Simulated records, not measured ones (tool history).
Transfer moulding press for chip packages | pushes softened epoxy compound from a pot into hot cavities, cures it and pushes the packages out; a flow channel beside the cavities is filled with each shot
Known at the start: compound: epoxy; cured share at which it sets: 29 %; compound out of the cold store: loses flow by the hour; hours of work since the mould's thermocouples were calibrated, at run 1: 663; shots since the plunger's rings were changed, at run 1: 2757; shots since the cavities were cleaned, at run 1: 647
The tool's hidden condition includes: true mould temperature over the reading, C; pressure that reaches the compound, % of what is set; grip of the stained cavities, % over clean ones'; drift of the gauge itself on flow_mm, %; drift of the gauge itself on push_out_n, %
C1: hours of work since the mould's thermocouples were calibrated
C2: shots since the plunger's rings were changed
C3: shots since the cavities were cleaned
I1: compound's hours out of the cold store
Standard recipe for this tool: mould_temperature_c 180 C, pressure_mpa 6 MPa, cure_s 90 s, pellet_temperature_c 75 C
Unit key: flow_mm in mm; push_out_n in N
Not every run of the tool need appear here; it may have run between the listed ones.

Run 1, hour 0: usual settings; C1 663; C2 2757; C3 647; I1 39.6. Result: flow_mm 794 mm, push_out_n 343 N.
At hour 6: cavities cleaned with cleaning compound and waxed.
Run 2, hour 15.5: usual settings; C1 673; C2 2950; C3 131; I1 36.6. Result: flow_mm 805 mm, push_out_n 343 N.
At hour 35.3: plunger's sealing rings changed.
At hour 38.6: mould's thermocouples calibrated.
Run 3, hour 43.5: usual settings; C1 4; C2 86; C3 456; I1 35.3. Result: flow_mm 820 mm, push_out_n 359 N.
Run 4, hour 58.3: usual settings; C1 14; C2 291; C3 661; I1 46.1. Result: flow_mm 740 mm, push_out_n 357 N.
At hour 63.4: cavities cleaned with cleaning compound and waxed.
Run 5, hour 81.7: usual settings; C1 30; C2 594; C3 253; I1 13.9. Result: flow_mm 956 mm, push_out_n 349 N.
Run 6, hour 97: usual settings; C1 41; C2 806; C3 465; I1 21.3. Result: flow_mm 882 mm, push_out_n 360 N.
At hour 117.3: cavities cleaned with cleaning compound and waxed.
Run 7, hour 120.9: usual settings but pellet_temperature_c 74 C; C1 57; C2 1115; C3 50; I1 42.5. Result: flow_mm 773 mm, push_out_n 343 N.
Run 8, hour 137.4: usual settings but pressure_mpa 5.61 MPa; C1 69; C2 1343; C3 278; I1 35.1. Result: flow_mm 779 mm, push_out_n 364 N.
Run 9, hour 162.1: usual settings but mould_temperature_c 174 C; C1 87; C2 1684; C3 619; I1 32.3. Result: flow_mm 858 mm, push_out_n 424 N.
At hour 170.5: cavities cleaned with cleaning compound and waxed.
Run 10, hour 177.9: usual settings but mould_temperature_c 174 C; C1 97; C2 1883; C3 103; I1 25.5. Result: flow_mm 904 mm, push_out_n 440 N.
Run 11, hour 191.3: usual settings but mould_temperature_c 174 C; C1 107; C2 2067; C3 287; I1 45.3. Result: flow_mm 770 mm, push_out_n 397 N.
Run 12, hour 208.3: usual settings but pellet_temperature_c 67 C; C1 119; C2 2303; C3 523; I1 8.2. Result: flow_mm 989 mm, push_out_n 362 N.
Run 13, hour 221.2: usual settings but pellet_temperature_c 67 C; C1 128; C2 2481; C3 701; I1 44.6. Result: flow_mm 761 mm, push_out_n 346 N.
At hour 223.7: cavities cleaned with cleaning compound and waxed.
Run 14, hour 248: usual settings but pellet_temperature_c 67 C; C1 147; C2 2830; C3 335; I1 9.5. Result: flow_mm 986 mm, push_out_n 360 N.
Run 15, hour 265.7: usual settings but pellet_temperature_c 67 C; C1 159; C2 3075; C3 580; I1 23.8. Result: flow_mm 881 mm, push_out_n 370 N.
At hour 275.8: plunger's sealing rings changed.
At hour 279: cavities cleaned with cleaning compound and waxed.
Run 16, hour 282: usual settings but pellet_temperature_c 67 C; C1 168; C2 65; C3 42; I1 45.2. Result: flow_mm 769 mm, push_out_n 355 N.
Run 17, hour 304.3: usual settings but pellet_temperature_c 82 C; C1 184; C2 372; C3 349; I1 32.6. Result: flow_mm 831 mm, push_out_n 347 N.
Run 18, hour 317.6: usual settings but mould_temperature_c 176 C, pressure_mpa 5.93 MPa, cure_s 125 s, pellet_temperature_c 82 C; C1 194; C2 557; C3 534; I1 29.1. Result: flow_mm 862 mm, push_out_n 334 N.
At hour 332.2: cavities cleaned with cleaning compound and waxed.
Run 19, hour 341.3: usual settings but mould_temperature_c 176 C, pressure_mpa 5.08 MPa, cure_s 108 s, pellet_temperature_c 82 C; C1 210; C2 863; C3 126; I1 38.4. Result: flow_mm 746 mm, push_out_n 340 N.
Run 20, hour 365.1: usual settings but mould_temperature_c 176 C, pressure_mpa 6.1 MPa, pellet_temperature_c 73 C; C1 227; C2 1192; C3 455; I1 23.2. Result: flow_mm 912 mm, push_out_n 403 N.
At hour 384.7: cavities cleaned with cleaning compound and waxed.
Run 21, hour 385.8: usual settings but mould_temperature_c 183 C, pressure_mpa 4.81 MPa, cure_s 111 s, pellet_temperature_c 74 C; C1 241; C2 1458; C3 16; I1 40.2. Result: flow_mm 700 mm, push_out_n 317 N.
Run 22, hour 407.7: usual settings but mould_temperature_c 185 C, pressure_mpa 5.59 MPa, cure_s 71 s, pellet_temperature_c 71 C; C1 257; C2 1761; C3 319; I1 45.4. Result: flow_mm 711 mm, push_out_n 379 N.
Run 23, hour 428.6: usual settings but mould_temperature_c 185 C, pressure_mpa 5.59 MPa, cure_s 71 s, pellet_temperature_c 71 C; C1 272; C2 2050; C3 608; I1 41.2. Result: flow_mm 733 mm, push_out_n 373 N.
At hour 437.3: cavities cleaned with cleaning compound and waxed.
Run 24, hour 451.7: usual settings but mould_temperature_c 185 C, pressure_mpa 5.59 MPa, cure_s 71 s, pellet_temperature_c 71 C; C1 287; C2 2348; C3 199; I1 11.9. Result: flow_mm 923 mm, push_out_n 390 N.
Run 25, hour 473.3: usual settings but cure_s 87 s; C1 303; C2 2646; C3 497; I1 33.1. Result: flow_mm 830 mm, push_out_n 369 N.
At hour 491.1: cavities cleaned with cleaning compound and waxed.
Run 26, hour 491.7: usual settings but mould_temperature_c 176 C, pressure_mpa 5.76 MPa; C1 315; C2 2881; C3 9; I1 41.4. Result: flow_mm 782 mm, push_out_n 393 N.
Run 27, hour 506.4: usual settings but mould_temperature_c 174 C, pressure_mpa 5.5 MPa; C1 326; C2 3084; C3 212; I1 13.7. Result: flow_mm 930 mm, push_out_n 465 N.

Below are 4 alternative next runs, each starting from the tool's condition after run 27. Predict each:
At hour 516: plunger's sealing rings changed.
Run A, hour 529.2: usual settings but mould_temperature_c 174 C, pressure_mpa 5.5 MPa, pellet_temperature_c 69 C; C1 340; C2 181; C3 491; I1 41.6. Result: flow_mm ?, push_out_n ?.
At hour 516: plunger's sealing rings changed.
Run B, hour 529.2: usual settings but pressure_mpa 5.5 MPa, cure_s 123 s, pellet_temperature_c 73 C; C1 340; C2 181; C3 491; I1 10.9. Result: flow_mm ?, push_out_n ?.
At hour 516: plunger's sealing rings changed.
Run C, hour 529.2: usual settings but mould_temperature_c 183 C, pressure_mpa 7.3 MPa, cure_s 128 s; C1 340; C2 181; C3 491; I1 9.5. Result: flow_mm ?, push_out_n ?.
At hour 516: plunger's sealing rings changed.
Run D, hour 529.2: usual settings but mould_temperature_c 174 C, pressure_mpa 5.5 MPa, cure_s 87 s; C1 340; C2 181; C3 491; I1 16.1. Result: flow_mm ?, push_out_n ?.

run  flow_mm  push_out_n
  A      771         433
  B      926         327
  C     1084         321
  D      912         487
With the hidden condition removed and each run's random variation left untouched, the same runs would have given:
run  flow_mm  push_out_n
  A      771         429
  B      926         324
  C     1084         317
  D      913         482

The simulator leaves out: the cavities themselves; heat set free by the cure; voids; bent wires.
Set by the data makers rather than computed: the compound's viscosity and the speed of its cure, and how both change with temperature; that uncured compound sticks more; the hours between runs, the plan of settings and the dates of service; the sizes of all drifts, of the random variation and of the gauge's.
